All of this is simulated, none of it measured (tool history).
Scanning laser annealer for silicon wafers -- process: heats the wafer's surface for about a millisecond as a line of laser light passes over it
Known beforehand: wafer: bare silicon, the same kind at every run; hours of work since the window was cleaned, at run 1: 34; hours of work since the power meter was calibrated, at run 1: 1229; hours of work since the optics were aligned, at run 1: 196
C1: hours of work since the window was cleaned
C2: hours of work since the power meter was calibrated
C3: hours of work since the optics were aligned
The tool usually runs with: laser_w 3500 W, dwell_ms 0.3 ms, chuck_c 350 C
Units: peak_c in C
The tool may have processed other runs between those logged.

run 1 day=0 | laser_w=3500 dwell_ms=0.3 chuck_c=350 | C1=34 C2=1229 C3=196 | peak_c=1164
run 2 day=2.425 | laser_w=3500 dwell_ms=0.3 chuck_c=350 | C1=64 C2=1259 C3=226 | peak_c=1161
run 3 day=5.296 | laser_w=3500 dwell_ms=0.3 chuck_c=350 | C1=99 C2=1294 C3=260 | peak_c=1162
run 4 day=7.95 | laser_w=3500 dwell_ms=0.3 chuck_c=350 | C1=131 C2=1326 C3=293 | peak_c=1162
run 5 day=9.567 | laser_w=3500 dwell_ms=0.3 chuck_c=350 | C1=151 C2=1346 C3=312 | peak_c=1160
run 6 day=12.025 | laser_w=3500 dwell_ms=0.263 chuck_c=350 | C1=180 C2=1375 C3=342 | peak_c=1111
run 7 day=14.629 | laser_w=3215 dwell_ms=0.316 chuck_c=360 | C1=212 C2=1407 C3=374 | peak_c=1126
run 8 day=16.7 | laser_w=3215 dwell_ms=0.316 chuck_c=360 | C1=237 C2=1432 C3=399 | peak_c=1124
run 9 day=19.15 | laser_w=3093 dwell_ms=0.3 chuck_c=354 | C1=267 C2=1462 C3=429 | peak_c=1071
run 10 day=21.029 | laser_w=3250 dwell_ms=0.3 chuck_c=320 | C1=290 C2=1485 C3=452 | peak_c=1073

Branching from run 10: 3 alternative next runs. What would each branch give?
run A day=22.354 | laser_w=3505 dwell_ms=0.3 chuck_c=368 | C1=306 C2=1501 C3=468 | peak_c=?
run B day=22.354 | laser_w=3667 dwell_ms=0.291 chuck_c=315 | C1=306 C2=1501 C3=468 | peak_c=?
run C day=22.354 | laser_w=3579 dwell_ms=0.306 chuck_c=320 | C1=306 C2=1501 C3=468 | peak_c=?

run=A peak_c=1181
run=B peak_c=1154
run=C peak_c=1160
Had the tool no hidden state, the same runs would have come out as:
run=A peak_c=1182
run=B peak_c=1155
run=C peak_c=1160

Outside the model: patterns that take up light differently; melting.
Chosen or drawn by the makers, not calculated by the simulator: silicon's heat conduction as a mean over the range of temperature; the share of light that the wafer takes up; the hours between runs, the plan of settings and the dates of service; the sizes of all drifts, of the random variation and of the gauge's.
